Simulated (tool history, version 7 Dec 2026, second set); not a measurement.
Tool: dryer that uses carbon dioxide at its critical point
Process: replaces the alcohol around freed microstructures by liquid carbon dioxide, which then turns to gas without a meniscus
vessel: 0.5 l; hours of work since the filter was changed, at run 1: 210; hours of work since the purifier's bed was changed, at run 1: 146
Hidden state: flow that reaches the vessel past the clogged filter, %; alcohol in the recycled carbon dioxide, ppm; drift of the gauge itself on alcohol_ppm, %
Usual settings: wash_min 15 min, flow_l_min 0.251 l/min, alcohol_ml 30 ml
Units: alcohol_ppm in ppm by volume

| run | hour | wash_min | flow_l_min | alcohol_ml | hours of work since the filter was changed | hours of work since the purifier's bed was changed | alcohol_ppm |
|---|---|---|---|---|---|---|---|
| 1 | 0.0 | 15 | 0.251 | 30 | 210 | 146 | 176 |
| 2 | 12.7 | 15 | 0.251 | 30 | 214 | 150 | 172 |
| 3 | 25.0 | 15 | 0.251 | 30 | 218 | 154 | 177 |
| 4 | 40.5 | 15 | 0.251 | 30 | 222 | 158 | 171 |
| 5 | 55.5 | 15 | 0.183 | 30 | 227 | 163 | 824 |
| 6 | 68.9 | 13 | 0.251 | 30 | 231 | 167 | 383 |
| 7 | 83.2 | 15 | 0.162 | 30 | 235 | 172 | 1332 |
| 8 | 98.2 | 15 | 0.162 | 30 | 240 | 176 | 1322 |
| 9 | 109.6 | 15 | 0.162 | 30 | 244 | 180 | 1354 |
| 10 | 117.2 | 15 | 0.162 | 30 | 246 | 182 | 1367 |
| 11 | 132.2 | 15 | 0.251 | 30 | 251 | 187 | 202 |
| 12 | 144.2 | 15 | 0.251 | 30 | 254 | 190 | 190 |
| 13 | 157.0 | 15 | 0.251 | 30 | 258 | 194 | 197 |
| 14 | 164.0 | 11 | 0.251 | 30 | 260 | 196 | 859 |
| 15 | 177.0 | 15 | 0.251 | 30 | 264 | 200 | 193 |
| 16 | 191.2 | 15 | 0.251 | 30 | 269 | 205 | 205 |
|  | 195.3 | inlet filter changed |
| 17 | 201.4 | 15 | 0.251 | 30 | 2 | 208 | 105 |
| 18 | 210.8 | 22 | 0.369 | 69 | 5 | 211 | 22 |
| 19 | 225.0 | 20 | 0.267 | 21 | 9 | 215 | 21 |
| 20 | 231.7 | 20 | 0.267 | 21 | 11 | 217 | 18 |
| 21 | 243.2 | 15 | 0.293 | 102 | 15 | 220 | 124 |
| 22 | 255.9 | 20 | 0.293 | 73 | 19 | 224 | 31 |
| 23 | 268.0 | 10 | 0.251 | 68 | 22 | 228 | 1797 |
| 24 | 281.1 | 10 | 0.251 | 68 | 26 | 232 | 1817 |
| 25 | 294.1 | 15 | 0.193 | 30 | 30 | 236 | 438 |
| 26 | 301.9 | 11 | 0.268 | 42 | 33 | 239 | 549 |
| 27 | 312.7 | 22 | 0.387 | 51 | 36 | 242 | 38 |
| 28 | 323.9 | 22 | 0.387 | 51 | 40 | 245 | 29 |
| 29 | 338.5 | 22 | 0.387 | 51 | 44 | 250 | 23 |
| 30 | 348.8 | 16 | 0.186 | 31 | 47 | 253 | 411 |
| 31 | 355.9 | 16 | 0.186 | 31 | 49 | 255 | 412 |
| 32 | 367.9 | 16 | 0.253 | 71 | 53 | 259 | 188 |

Forecast each of these 4 alternatives for the next run:
| A | 379.7 | 16 | 0.409 | 71 | 57 | 263 | ? |
| B | 379.7 | 16 | 0.253 | 38 | 57 | 263 | ? |
| C | 379.7 | 16 | 0.402 | 71 | 57 | 263 | ? |
| D | 379.7 | 16 | 0.340 | 27 | 57 | 263 | ? |

| run | alcohol_ppm |
|---|---|
| A | 24 |
| B | 103 |
| C | 25 |
| D | 30 |
Without the tool's hidden state the same runs would have given:
| run | alcohol_ppm |
|---|---|
| A | 1 |
| B | 68 |
| C | 2 |
| D | 6 |

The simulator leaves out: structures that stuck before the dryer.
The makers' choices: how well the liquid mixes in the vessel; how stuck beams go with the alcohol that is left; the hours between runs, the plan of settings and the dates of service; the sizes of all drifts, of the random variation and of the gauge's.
